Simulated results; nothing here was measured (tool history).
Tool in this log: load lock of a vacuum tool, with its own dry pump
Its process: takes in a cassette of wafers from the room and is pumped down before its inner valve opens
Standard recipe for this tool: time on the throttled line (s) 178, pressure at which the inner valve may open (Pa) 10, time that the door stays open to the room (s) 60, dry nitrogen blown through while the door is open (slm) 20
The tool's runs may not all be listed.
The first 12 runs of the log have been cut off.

run,day,time on the throttled line (s),pressure at which the inner valve may open (Pa),time that the door stays open to the room (s),dry nitrogen blown through while the door is open (slm),hours that the pump has run since its overhaul,times that the door has closed on its seal,"incoming humidity of the room's air, %",time from the closed door until the inner valve may open (s),rise of the pressure with all valves shut (Pa/min)
13,34.554,178,10,60,20,2419,12701,45.8,270.7,0.016
14,36.458,178,10,60,36,2465,12862,49.1,271.4,0.017
15,38.408,178,10,60,36,2512,13026,45.8,271.4,0.009
16,41.804,178,10,60,20,2593,13313,45.3,271.7,0.017
17,43.471,178,10,60,20,2633,13454,47.4,271.6,0.019
18,45.221,178,10,60,20,2675,13602,45.1,271.4,0.013
19,48.704,178,10,60,20,2759,13896,42.5,271.8,0.014
20,51.446,180,10,60,5,2825,14127,42.0,273.8,0.023
21,53.717,163,19,46,5,2879,14319,43.7,250.2,0.017
22,57.675,163,19,46,5,2974,14653,45.6,249.5,0.031
23,59.454,316,12,60,44,3017,14804,47.4,384.6,0.009
24,61.825,178,14,60,17,3074,15004,46.0,266.4,0.021
25,63.475,186,19,161,6,3114,15143,47.2,269.7,0.045
26,66.600,178,10,60,10,3189,15407,46.8,271.4,0.019
27,69.458,178,10,60,10,3257,15649,44.9,271.1,0.021
28,71.846,178,10,60,10,3314,15850,44.3,271.6,0.019

Run 29 is up next; what results do you expect?
29,75.183,178,15,91,20,3395,16132,40.9,?,?

Run 29 came out at time from the closed door until the inner valve may open (s) 265.2, rise of the pressure with all valves shut (Pa/min) 0.017.
Were there no unlogged condition in the tool, this run, its random variation unchanged, would have produced time from the closed door until the inner valve may open (s) 265.2, rise of the pressure with all valves shut (Pa/min) 0.017.
